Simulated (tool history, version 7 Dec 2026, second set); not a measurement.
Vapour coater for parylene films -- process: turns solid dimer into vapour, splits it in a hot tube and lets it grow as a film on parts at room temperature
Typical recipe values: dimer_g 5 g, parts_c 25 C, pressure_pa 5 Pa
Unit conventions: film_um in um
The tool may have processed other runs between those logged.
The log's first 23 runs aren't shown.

run   hour  dimer_g  parts_c  pressure_pa  film_um
 24  639.5        5       37         6.42    0.979
 25  656.4        9       28         6.91    2.599
 26    673        9       28         6.91    2.592
 27  695.5        6       23         4.98    2.184
 28  721.6        2       25          2.5    0.686
 29  738.7        5       18         7.12    2.163
 30  775.7        5       18         7.12    2.165
 31  792.6        4       24            5    1.382
 32  815.6        2       21         3.92    0.795
 33  850.5        7       25         2.11    2.414
 34  873.4        7       25         2.11    2.407

What will run 35 give?
 35  894.8        2       28         5.53        ?

Logged for run 35: film_um 0.571 um.
If the tool had no hidden condition, the same run with the same run-to-run variation would have returned film_um 0.587 um.
